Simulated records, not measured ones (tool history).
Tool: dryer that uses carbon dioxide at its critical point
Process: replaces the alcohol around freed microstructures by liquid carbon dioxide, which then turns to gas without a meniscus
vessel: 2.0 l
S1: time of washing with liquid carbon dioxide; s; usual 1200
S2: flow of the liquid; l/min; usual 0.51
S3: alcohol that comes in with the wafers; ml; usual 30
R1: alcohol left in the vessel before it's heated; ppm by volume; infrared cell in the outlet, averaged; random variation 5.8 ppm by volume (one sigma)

run 1 hour=0 | S1=1200 S2=0.51 S3=30 | R1=370
run 2 hour=6.1 | S1=1200 S2=0.51 S3=30 | R1=358
run 3 hour=13.9 | S1=1200 S2=0.72 S3=30 | R1=84
run 4 hour=22.3 | S1=1200 S2=0.72 S3=99 | R1=246
run 5 hour=29 | S1=1200 S2=0.72 S3=99 | R1=249
run 6 hour=38.3 | S1=1200 S2=0.72 S3=99 | R1=251
run 7 hour=43.5 | S1=780 S2=0.549 S3=43 | R1=1541
run 8 hour=54.2 | S1=780 S2=0.549 S3=43 | R1=1513
run 9 hour=65 | S1=900 S2=0.549 S3=43 | R1=1074
run 10 hour=69.6 | S1=900 S2=0.549 S3=43 | R1=1076
run 11 hour=75.5 | S1=1080 S2=0.527 S3=43 | R1=701

Forecast each of these 3 alternatives for the next run:
run A hour=85.8 | S1=780 S2=0.407 S3=43 | R1=?
run B hour=85.8 | S1=1200 S2=0.51 S3=27 | R1=?
run C hour=85.8 | S1=1080 S2=0.536 S3=43 | R1=?

run=A R1=3163
run=B R1=355
run=C R1=637
Without the tool's hidden state the same runs would have given:
run=A R1=2239
run=B R1=176
run=C R1=333
